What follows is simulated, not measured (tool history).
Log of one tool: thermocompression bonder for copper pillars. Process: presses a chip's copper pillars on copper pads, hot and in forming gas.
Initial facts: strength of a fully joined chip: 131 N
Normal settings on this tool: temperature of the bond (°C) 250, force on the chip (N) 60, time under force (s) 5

run   hour  temperature of the bond (°C)  force on the chip (N)  time under force (s)  force that shears a chip off (N)
  1    0.0                           250                     60                     5                              57.5
  2   15.2                           250                     60                     5                              56.8
  3   40.8                           250                     60                     5                              56.2
  4   59.7                           250                     60                     5                              55.8
  5   79.3                           250                     60                     5                              54.5
      82.5  -- forming gas filter changed
  6  100.0                           263                     60                     5                              67.8
  7  112.7                           250                     60                     5                              59.4
  8  140.5                           250                     60                     5                              58.0
  9  159.1                           250                     78                     5                              69.8
 10  180.4                           250                     60                     5                              57.8
 11  199.0                           263                     60                     5                              66.1
 12  224.9                           263                     60                     5                              64.8
     248.7  -- forming gas filter changed
 13  253.6                           263                     60                     5                              69.1
 14  280.7                           226                     60                     5                              45.1
 15  296.7                           226                     60                     5                              44.4
 16  310.7                           226                     60                     5                              44.7
 17  332.6                           250                     60                     3                              48.6
 18  349.0                           250                     60                     3                              48.4
 19  366.1                           250                     60                     5                              59.2
 20  392.0                           250                     60                     7                              65.6
     415.0  -- forming gas filter changed
 21  418.8                           250                     60                     7                              69.5
 22  445.1                           250                     60                     7                              68.5
 23  468.6                           233                     60                     6                              53.3
 24  493.9                           250                     81                    13                              96.2
 25  518.5                           264                     60                    14                              91.7
 26  538.5                           241                     67                     7                              64.9
 27  559.8                           250                     44                     9                              57.4
 28  576.9                           250                     60                     4                              53.3
     582.8  -- forming gas filter changed
 29  591.9                           250                     60                    10                              78.7
 30  605.5                           250                     60                    10                              78.6
 31  620.1                           248                     60                     3                              50.7
 32  631.9                           254                     60                     3                              53.5
 33  647.3                           248                     62                     5                              61.7
 34  661.3                           254                     62                    15                              90.6
 35  683.4                           226                     40                    15                              50.6
 36  710.5                           226                     40                    15                              49.9
 37  735.9                           278                     60                     3                              65.8
     749.3  -- forming gas filter changed
 38  749.3                           250                     77                     5                              75.0
 39  771.6                           263                     69                     7                              86.8

Branching from run 39: 3 alternative next runs. What would each branch give?
  A  790.8                           250                     42                     5                                 ?
  B  790.8                           263                     69                     4                                 ?
  C  790.8                           241                     60                    11                                 ?

run  force that shears a chip off (N)
  A                              47.6
  B                              72.5
  C                              74.4
With no hidden state in the tool, these same runs would have given:
run  force that shears a chip off (N)
  A                              41.4
  B                              65.1
  C                              66.5
